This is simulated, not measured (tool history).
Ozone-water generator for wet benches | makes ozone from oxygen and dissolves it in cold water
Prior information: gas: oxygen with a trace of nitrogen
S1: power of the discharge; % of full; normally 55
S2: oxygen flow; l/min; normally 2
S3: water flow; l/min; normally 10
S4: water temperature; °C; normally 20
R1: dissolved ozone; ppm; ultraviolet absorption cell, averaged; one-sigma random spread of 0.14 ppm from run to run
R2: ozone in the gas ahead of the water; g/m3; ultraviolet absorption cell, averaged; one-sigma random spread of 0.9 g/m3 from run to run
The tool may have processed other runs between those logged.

{"run": 1, "day": 0.0, "S1": 55, "S2": 2, "S3": 10, "S4": 20, "R1": 15.1, "R2": 149.6}
{"run": 2, "day": 0.875, "S1": 55, "S2": 2, "S3": 10, "S4": 20, "R1": 14.9, "R2": 148.7}
{"run": 3, "day": 1.546, "S1": 55, "S2": 2, "S3": 12, "S4": 20, "R1": 12.8, "R2": 150.2}
{"run": 4, "day": 2.429, "S1": 55, "S2": 2, "S3": 12, "S4": 20, "R1": 12.7, "R2": 150.1}
{"run": 5, "day": 3.783, "S1": 55, "S2": 2.97, "S3": 12, "S4": 20, "R1": 13.5, "R2": 123.7}
{"run": 6, "day": 4.562, "S1": 55, "S2": 2.97, "S3": 12, "S4": 20, "R1": 13.3, "R2": 123.5}
{"run": 7, "day": 5.229, "S1": 55, "S2": 2, "S3": 11, "S4": 20, "R1": 13.9, "R2": 150.3}
{"run": 8, "day": 6.388, "S1": 55, "S2": 2, "S3": 11, "S4": 20, "R1": 13.8, "R2": 149.5}
{"run": 9, "day": 7.146, "S1": 55, "S2": 2, "S3": 11, "S4": 20, "R1": 13.8, "R2": 150.2}
{"run": 10, "day": 8.242, "S1": 55, "S2": 2, "S3": 10, "S4": 20, "R1": 14.8, "R2": 149.1}
{"run": 11, "day": 9.225, "S1": 55, "S2": 2.66, "S3": 10, "S4": 20, "R1": 15.5, "R2": 132}
{"run": 12, "day": 10.346, "S1": 55, "S2": 2, "S3": 10, "S4": 20, "R1": 15.2, "R2": 151.2}
{"run": 13, "day": 11.262, "S1": 55, "S2": 1.01, "S3": 10, "S4": 15, "R1": 13.4, "R2": 205.1}
{"run": 14, "day": 12.625, "S1": 84, "S2": 1.45, "S3": 6, "S4": 19, "R1": 28.2, "R2": 224.2}
{"run": 15, "day": 13.679, "S1": 49, "S2": 1.23, "S3": 12, "S4": 19, "R1": 10.9, "R2": 176.1}
{"run": 16, "day": 15.038, "S1": 49, "S2": 1.86, "S3": 16, "S4": 28, "R1": 8, "R2": 144.1}
{"run": 17, "day": 16.121, "S1": 43, "S2": 2.85, "S3": 10, "S4": 19, "R1": 13.4, "R2": 110.2}
{"run": 18, "day": 17.096, "S1": 55, "S2": 2, "S3": 10, "S4": 12, "R1": 16.5, "R2": 149.3}
{"run": 19, "day": 18.342, "S1": 55, "S2": 2, "S3": 10, "S4": 12, "R1": 16.5, "R2": 148.9}
{"run": 20, "day": 19.633, "S1": 55, "S2": 2, "S3": 10, "S4": 12, "R1": 16.4, "R2": 148}
{"run": 21, "day": 20.658, "S1": 51, "S2": 2, "S3": 7, "S4": 22, "R1": 18.3, "R2": 143.2}
{"run": 22, "day": 21.771, "S1": 42, "S2": 2.34, "S3": 10, "S4": 20, "R1": 13, "R2": 117.9}
{"run": 23, "day": 23.042, "S1": 91, "S2": 2.34, "S3": 15, "S4": 20, "R1": 14.2, "R2": 187.4}

Run by run, hidden condition taken away, random variation retained:
Unlogged tool condition in this case: yield of the discharge, % of new electrodes'; contactor's efficiency, % of a clean one's; true water temperature over the reading, C; drift of the gauge itself on ozone_ppm, %; drift of the gauge itself on gas_g_m3, %.
run=1 R1=15.3 R2=150.1
run=2 R1=15.1 R2=149.2
run=3 R1=13 R2=150.8
run=4 R1=12.9 R2=150.7
run=5 R1=13.7 R2=124.3
run=6 R1=13.5 R2=124.1
run=7 R1=14.2 R2=151.2
run=8 R1=14 R2=150.4
run=9 R1=14.1 R2=151.2
run=10 R1=15.1 R2=150.1
run=11 R1=15.8 R2=133
run=12 R1=15.5 R2=152.4
run=13 R1=13.6 R2=206.8
run=14 R1=28.8 R2=226.7
run=15 R1=11.1 R2=177.6
run=16 R1=8.2 R2=145.4
run=17 R1=13.7 R2=111.1
run=18 R1=16.9 R2=150.9
run=19 R1=16.9 R2=150.6
run=20 R1=16.8 R2=149.7
run=21 R1=18.7 R2=144.9
run=22 R1=13.3 R2=119.1
run=23 R1=14.7 R2=190.7
